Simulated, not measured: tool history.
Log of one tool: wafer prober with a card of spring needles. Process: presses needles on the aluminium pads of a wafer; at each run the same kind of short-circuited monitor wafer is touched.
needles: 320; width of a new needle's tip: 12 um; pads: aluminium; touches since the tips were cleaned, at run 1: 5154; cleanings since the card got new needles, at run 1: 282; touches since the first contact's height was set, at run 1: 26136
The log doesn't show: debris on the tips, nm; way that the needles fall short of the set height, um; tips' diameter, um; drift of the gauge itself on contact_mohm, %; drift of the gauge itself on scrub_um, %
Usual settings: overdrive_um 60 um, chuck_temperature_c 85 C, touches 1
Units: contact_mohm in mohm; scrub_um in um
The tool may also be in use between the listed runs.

run,hour,overdrive_um,chuck_temperature_c,touches,touches since the tips were cleaned,cleanings since the card got new needles,touches since the first contact's height was set,contact_mohm,scrub_um
1,0.0,60,85,1,5154,282,26136,410,11.82
# hour 2.7: tips cleaned on abrasive film
# hour 16.1: tips cleaned on abrasive film
# hour 29.4: tips cleaned on abrasive film
# hour 40.0: tips cleaned on abrasive film
# hour 50.7: tips cleaned on abrasive film
# hour 61.4: tips cleaned on abrasive film
# hour 72.1: tips cleaned on abrasive film
2,73.2,60,85,1,671,289,70387,286,11.69
# hour 83.8: tips cleaned on abrasive film
# hour 97.1: tips cleaned on abrasive film
# hour 107.8: tips cleaned on abrasive film
# hour 121.1: tips cleaned on abrasive film
3,121.6,60,85,1,286,293,99724,258,11.64
# hour 127.2: height of the first contact set anew
# hour 132.6: tips cleaned on abrasive film
# hour 143.2: tips cleaned on abrasive film
# hour 153.9: tips cleaned on abrasive film
# hour 164.6: tips cleaned on abrasive film
# hour 175.2: tips cleaned on abrasive film
# hour 185.9: tips cleaned on abrasive film
# hour 196.6: tips cleaned on abrasive film
4,203.9,60,85,1,4442,300,46406,467,11.78
# hour 209.2: tips cleaned on abrasive film
# hour 219.9: tips cleaned on abrasive film
# hour 230.6: tips cleaned on abrasive film
# hour 241.2: tips cleaned on abrasive film
# hour 251.9: tips cleaned on abrasive film
# hour 262.6: tips cleaned on abrasive film
5,271.8,60,85,1,5607,306,87521,490,11.68
# hour 274.5: tips cleaned on abrasive film
# hour 287.8: tips cleaned on abrasive film
# hour 296.1: height of the first contact set anew
# hour 298.8: tips cleaned on abrasive film
# hour 309.5: tips cleaned on abrasive film
6,319.0,60,59,1,5800,310,13871,481,11.82
# hour 321.7: tips cleaned on abrasive film
# hour 332.4: tips cleaned on abrasive film
# hour 343.0: tips cleaned on abrasive film
# hour 356.4: tips cleaned on abrasive film
7,359.2,60,85,3,1730,314,38198,252,11.78
# hour 367.2: tips cleaned on abrasive film
# hour 377.9: tips cleaned on abrasive film
# hour 388.6: tips cleaned on abrasive film
# hour 399.2: tips cleaned on abrasive film
# hour 412.5: tips cleaned on abrasive film
# hour 423.2: tips cleaned on abrasive film
8,432.3,60,28,1,5535,320,82467,518,11.69
# hour 435.0: tips cleaned on abrasive film
# hour 445.7: tips cleaned on abrasive film
# hour 459.0: tips cleaned on abrasive film
# hour 464.6: height of the first contact set anew
# hour 472.6: tips cleaned on abrasive film
# hour 483.3: tips cleaned on abrasive film
# hour 494.0: tips cleaned on abrasive film
9,500.0,60,28,1,3689,326,21444,480,11.82
# hour 505.4: tips cleaned on abrasive film
# hour 516.0: tips cleaned on abrasive film
# hour 526.7: tips cleaned on abrasive film
# hour 540.0: tips cleaned on abrasive film
# hour 550.7: tips cleaned on abrasive film
# hour 564.0: tips cleaned on abrasive film, once more
10,564.5,60,28,1,287,332,60466,234,11.73
# hour 575.2: tips cleaned on abrasive film
# hour 585.8: tips cleaned on abrasive film
# hour 596.5: tips cleaned on abrasive film
11,605.8,60,85,1,5704,335,85536,503,11.70
# hour 608.6: tips cleaned on abrasive film
# hour 619.2: tips cleaned on abrasive film
# hour 629.9: tips cleaned on abrasive film
# hour 632.9: height of the first contact set anew
# hour 640.9: tips cleaned on abrasive film
# hour 651.6: tips cleaned on abrasive film
# hour 664.9: tips cleaned on abrasive film
# hour 677.4: tips cleaned on abrasive film
12,677.4,80,85,1,0,342,26970,197,15.74
# hour 690.7: tips cleaned on abrasive film
# hour 704.0: tips cleaned on abrasive film
# hour 714.7: tips cleaned on abrasive film
# hour 725.4: tips cleaned on abrasive film
13,730.3,67,40,1,3016,346,59037,422,13.13
# hour 738.3: tips cleaned on abrasive film
# hour 749.0: tips cleaned on abrasive film
# hour 762.3: tips cleaned on abrasive film
# hour 773.0: tips cleaned on abrasive film
14,778.3,49,30,1,3267,350,88128,641,9.52
# hour 783.7: tips cleaned on abrasive film
# hour 794.4: tips cleaned on abrasive film
# hour 802.6: height of the first contact set anew
# hour 808.0: tips cleaned on abrasive film
# hour 821.3: tips cleaned on abrasive film
# hour 834.6: tips cleaned on abrasive film
# hour 845.3: tips cleaned on abrasive film
# hour 855.9: tips cleaned on abrasive film
# hour 869.3: tips cleaned on abrasive film
15,874.3,61,30,1,3069,358,43419,492,11.95
# hour 882.3: tips cleaned on abrasive film
# hour 893.0: tips cleaned on abrasive film
# hour 906.3: tips cleaned on abrasive film
# hour 919.6: tips cleaned on abrasive film
16,923.5,61,30,1,2400,362,73257,428,11.91
# hour 931.6: tips cleaned on abrasive film
# hour 942.2: tips cleaned on abrasive film
# hour 952.9: tips cleaned on abrasive film
# hour 964.9: card fitted with new needles
# hour 975.6: tips cleaned on abrasive film
# hour 986.2: tips cleaned on abrasive film
17,988.8,61,30,1,1538,2,14450,247,12.00

Some steps in contact_mohm between neighbouring runs. How much of each would the tool show without its hidden state too (settings, what came in, random variation), and how much is left for the hidden state, with any gauge scatter that isn't in both results?
Run 11 -> 12: overdrive_um 60 -> 80, tips cleaned on abrasive film, tips cleaned on abrasive film, tips cleaned on abrasive film, height of the first contact set anew, tips cleaned on abrasive film, tips cleaned on abrasive film, tips cleaned on abrasive film, tips cleaned on abrasive film. contact_mohm -306 mohm: hidden state -305, all else -1.
